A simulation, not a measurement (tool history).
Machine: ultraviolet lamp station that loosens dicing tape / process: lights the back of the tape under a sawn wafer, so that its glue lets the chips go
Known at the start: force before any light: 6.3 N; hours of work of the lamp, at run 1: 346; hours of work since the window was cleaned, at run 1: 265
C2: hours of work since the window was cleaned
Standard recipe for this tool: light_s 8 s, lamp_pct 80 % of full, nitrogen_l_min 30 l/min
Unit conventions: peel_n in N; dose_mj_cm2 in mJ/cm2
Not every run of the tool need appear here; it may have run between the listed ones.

run 1 hour=0.0 | light_s=8 lamp_pct=80 nitrogen_l_min=30 | hours_of_work_of_the_lamp=346 C2=265 | peel_n=0.770 dose_mj_cm2=198
run 2 hour=29.0 | light_s=8 lamp_pct=80 nitrogen_l_min=55 | hours_of_work_of_the_lamp=361 C2=280 | peel_n=0.647 dose_mj_cm2=195
-- hour=43.0 window cleaned of glue's vapour
run 3 hour=54.0 | light_s=6 lamp_pct=80 nitrogen_l_min=55 | hours_of_work_of_the_lamp=374 C2=6 | peel_n=0.922 dose_mj_cm2=164
run 4 hour=94.2 | light_s=8 lamp_pct=80 nitrogen_l_min=30 | hours_of_work_of_the_lamp=395 C2=27 | peel_n=0.665 dose_mj_cm2=211
run 5 hour=136.0 | light_s=8 lamp_pct=80 nitrogen_l_min=30 | hours_of_work_of_the_lamp=417 C2=49 | peel_n=0.677 dose_mj_cm2=210
run 6 hour=163.3 | light_s=6 lamp_pct=80 nitrogen_l_min=30 | hours_of_work_of_the_lamp=432 C2=63 | peel_n=1.101 dose_mj_cm2=154
run 7 hour=192.9 | light_s=6 lamp_pct=80 nitrogen_l_min=30 | hours_of_work_of_the_lamp=447 C2=79 | peel_n=1.148 dose_mj_cm2=158
run 8 hour=212.7 | light_s=6 lamp_pct=80 nitrogen_l_min=30 | hours_of_work_of_the_lamp=457 C2=89 | peel_n=1.161 dose_mj_cm2=157
run 9 hour=261.1 | light_s=6 lamp_pct=80 nitrogen_l_min=30 | hours_of_work_of_the_lamp=483 C2=114 | peel_n=1.174 dose_mj_cm2=151
run 10 hour=306.5 | light_s=8 lamp_pct=80 nitrogen_l_min=30 | hours_of_work_of_the_lamp=507 C2=138 | peel_n=0.718 dose_mj_cm2=199
run 11 hour=331.5 | light_s=8 lamp_pct=99 nitrogen_l_min=30 | hours_of_work_of_the_lamp=520 C2=151 | peel_n=0.477 dose_mj_cm2=246
run 12 hour=365.1 | light_s=8 lamp_pct=67 nitrogen_l_min=30 | hours_of_work_of_the_lamp=537 C2=169 | peel_n=1.063 dose_mj_cm2=165
run 13 hour=398.3 | light_s=9 lamp_pct=67 nitrogen_l_min=30 | hours_of_work_of_the_lamp=555 C2=186 | peel_n=0.843 dose_mj_cm2=177
run 14 hour=425.7 | light_s=5 lamp_pct=88 nitrogen_l_min=34 | hours_of_work_of_the_lamp=569 C2=201 | peel_n=1.381 dose_mj_cm2=133

For run 15, what comes out?
run 15 hour=473.4 | light_s=4 lamp_pct=88 nitrogen_l_min=34 | hours_of_work_of_the_lamp=594 C2=226 | peel_n=? dose_mj_cm2=?

Run 15 produced peel_n 1.893 N, dose_mj_cm2 106 mJ/cm2.
The same run, on a tool lacking any hidden state, would have yielded peel_n 1.499 N, dose_mj_cm2 128 mJ/cm2.
